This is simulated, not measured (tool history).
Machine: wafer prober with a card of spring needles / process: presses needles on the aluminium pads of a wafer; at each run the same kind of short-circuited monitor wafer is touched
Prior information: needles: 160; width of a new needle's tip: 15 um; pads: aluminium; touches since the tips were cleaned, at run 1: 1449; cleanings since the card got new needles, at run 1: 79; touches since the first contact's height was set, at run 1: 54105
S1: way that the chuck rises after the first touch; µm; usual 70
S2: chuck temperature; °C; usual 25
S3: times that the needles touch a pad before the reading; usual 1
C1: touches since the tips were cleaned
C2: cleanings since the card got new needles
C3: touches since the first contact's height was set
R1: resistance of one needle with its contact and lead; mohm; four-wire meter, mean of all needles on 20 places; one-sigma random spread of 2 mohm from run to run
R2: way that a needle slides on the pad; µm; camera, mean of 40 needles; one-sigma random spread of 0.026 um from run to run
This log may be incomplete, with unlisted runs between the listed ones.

run 1 hour=0.0 | S1=70 S2=25 S3=1 | C1=1449 C2=79 C3=54105 | R1=254 R2=8.69
-- hour=5.0 tips cleaned on abrasive film
-- hour=12.2 tips cleaned on abrasive film
run 2 hour=17.4 | S1=70 S2=25 S3=1 | C1=3202 C2=81 C3=64717 | R1=287 R2=8.70
-- hour=20.0 tips cleaned on abrasive film
-- hour=27.2 tips cleaned on abrasive film
-- hour=34.3 tips cleaned on abrasive film
run 3 hour=35.0 | S1=70 S2=25 S3=1 | C1=424 C2=84 C3=75344 | R1=238 R2=8.64
-- hour=42.8 tips cleaned on abrasive film
run 4 hour=47.9 | S1=70 S2=25 S3=1 | C1=3147 C2=85 C3=83236 | R1=286 R2=8.62
-- hour=50.8 tips cleaned on abrasive film
-- hour=57.9 tips cleaned on abrasive film
run 5 hour=61.3 | S1=70 S2=25 S3=1 | C1=2131 C2=87 C3=91382 | R1=275 R2=8.71
-- hour=65.7 tips cleaned on abrasive film
-- hour=73.1 tips cleaned on abrasive film
run 6 hour=76.2 | S1=70 S2=25 S3=1 | C1=1881 C2=89 C3=100403 | R1=276 R2=8.67
-- hour=80.8 tips cleaned on abrasive film
-- hour=89.2 tips cleaned on abrasive film
run 7 hour=92.3 | S1=70 S2=25 S3=1 | C1=1931 C2=91 C3=110226 | R1=277 R2=8.64
-- hour=97.0 tips cleaned on abrasive film
run 8 hour=101.6 | S1=70 S2=28 S3=1 | C1=2802 C2=92 C3=115877 | R1=282 R2=8.66
-- hour=104.6 tips cleaned on abrasive film
-- hour=113.0 tips cleaned on abrasive film
run 9 hour=116.4 | S1=70 S2=28 S3=1 | C1=2092 C2=94 C3=124891 | R1=276 R2=8.63
-- hour=120.5 tips cleaned on abrasive film
run 10 hour=127.0 | S1=78 S2=25 S3=1 | C1=3985 C2=95 C3=131336 | R1=281 R2=9.59
-- hour=128.7 tips cleaned on abrasive film
-- hour=136.3 tips cleaned on abrasive film
run 11 hour=136.3 | S1=78 S2=25 S3=1 | C1=0 C2=97 C3=136970 | R1=215 R2=9.62
-- hour=144.6 tips cleaned on abrasive film
run 12 hour=145.1 | S1=70 S2=25 S3=1 | C1=306 C2=98 C3=142316 | R1=236 R2=8.56
-- hour=151.8 tips cleaned on abrasive film
run 13 hour=156.0 | S1=70 S2=25 S3=1 | C1=2599 C2=99 C3=148953 | R1=289 R2=8.52
-- hour=158.9 tips cleaned on abrasive film
run 14 hour=164.4 | S1=70 S2=25 S3=2 | C1=3413 C2=100 C3=154071 | R1=260 R2=8.54
-- hour=167.3 tips cleaned on abrasive film
-- hour=174.8 tips cleaned on abrasive film
-- hour=182.6 tips cleaned on abrasive film
run 15 hour=183.8 | S1=70 S2=25 S3=2 | C1=779 C2=103 C3=165857 | R1=240 R2=8.58
-- hour=191.0 tips cleaned on abrasive film
run 16 hour=194.7 | S1=70 S2=124 S3=1 | C1=2304 C2=104 C3=172493 | R1=296 R2=8.52
-- hour=196.3 height of the first contact set anew
-- hour=199.1 tips cleaned on abrasive film
run 17 hour=203.2 | S1=70 S2=124 S3=1 | C1=2506 C2=105 C3=4191 | R1=298 R2=8.71
-- hour=206.7 tips cleaned on abrasive film
run 18 hour=213.3 | S1=70 S2=124 S3=1 | C1=4075 C2=106 C3=10391 | R1=306 R2=8.76
-- hour=214.5 tips cleaned on abrasive film
-- hour=221.8 tips cleaned on abrasive film
run 19 hour=226.2 | S1=52 S2=114 S3=1 | C1=2718 C2=108 C3=18193 | R1=346 R2=6.50
-- hour=230.3 tips cleaned on abrasive film
-- hour=238.2 tips cleaned on abrasive film
-- hour=245.6 tips cleaned on abrasive film
run 20 hour=245.6 | S1=69 S2=79 S3=1 | C1=0 C2=111 C3=29938 | R1=232 R2=8.63
-- hour=252.7 tips cleaned on abrasive film
run 21 hour=254.8 | S1=69 S2=79 S3=1 | C1=1271 C2=112 C3=35553 | R1=269 R2=8.61
-- hour=260.4 tips cleaned on abrasive film
-- hour=268.2 tips cleaned on abrasive film
run 22 hour=268.2 | S1=53 S2=32 S3=1 | C1=0 C2=114 C3=43700 | R1=227 R2=6.59
-- hour=276.9 tips cleaned on abrasive film
run 23 hour=280.5 | S1=53 S2=32 S3=1 | C1=2234 C2=115 C3=51211 | R1=331 R2=6.57
-- hour=284.0 tips cleaned on abrasive film
-- hour=292.0 tips cleaned on abrasive film
run 24 hour=295.2 | S1=70 S2=98 S3=2 | C1=2028 C2=117 C3=60171 | R1=272 R2=8.65
-- hour=299.6 tips cleaned on abrasive film
-- hour=307.8 tips cleaned on abrasive film
run 25 hour=308.7 | S1=80 S2=51 S3=2 | C1=563 C2=119 C3=68339 | R1=228 R2=9.90
-- hour=315.0 tips cleaned on abrasive film
-- hour=322.7 tips cleaned on abrasive film
run 26 hour=325.6 | S1=80 S2=51 S3=2 | C1=1775 C2=121 C3=78611 | R1=243 R2=9.88
-- hour=330.5 tips cleaned on abrasive film
run 27 hour=336.7 | S1=80 S2=51 S3=2 | C1=3846 C2=122 C3=85412 | R1=256 R2=9.89
-- hour=338.2 tips cleaned on abrasive film
-- hour=345.4 tips cleaned on abrasive film
run 28 hour=349.9 | S1=70 S2=25 S3=1 | C1=2745 C2=124 C3=93392 | R1=283 R2=8.61
-- hour=352.7 tips cleaned on abrasive film
run 29 hour=358.2 | S1=70 S2=25 S3=1 | C1=3372 C2=125 C3=98444 | R1=294 R2=8.60
-- hour=360.5 tips cleaned on abrasive film
-- hour=368.6 tips cleaned on abrasive film
-- hour=376.7 tips cleaned on abrasive film
run 30 hour=376.9 | S1=70 S2=25 S3=1 | C1=127 C2=128 C3=109779 | R1=228 R2=8.59
-- hour=384.6 tips cleaned on abrasive film
-- hour=392.5 tips cleaned on abrasive film
run 31 hour=392.5 | S1=70 S2=25 S3=1 | C1=0 C2=130 C3=119295 | R1=223 R2=8.61
-- hour=400.0 tips cleaned on abrasive film
-- hour=408.5 tips cleaned on abrasive film
run 32 hour=411.6 | S1=73 S2=113 S3=3 | C1=1907 C2=132 C3=130889 | R1=255 R2=8.96

What if the next run were any one of these 3? Each begins from the tool's condition after run 32:
-- hour=417.1 tips cleaned on abrasive film
run A hour=420.5 | S1=65 S2=72 S3=1 | C1=2105 C2=133 C3=136322 | R1=? R2=?
-- hour=417.1 tips cleaned on abrasive film
run B hour=420.5 | S1=77 S2=42 S3=1 | C1=2105 C2=133 C3=136322 | R1=? R2=?
-- hour=417.1 tips cleaned on abrasive film
run C hour=420.5 | S1=52 S2=25 S3=3 | C1=2105 C2=133 C3=136322 | R1=? R2=?

run=A R1=308 R2=8.00
run=B R1=278 R2=9.45
run=C R1=262 R2=6.31
Take away the tool's hidden state, keep each run's random variation, and the runs would have read:
run=A R1=230 R2=8.18
run=B R1=217 R2=9.63
run=C R1=217 R2=6.50
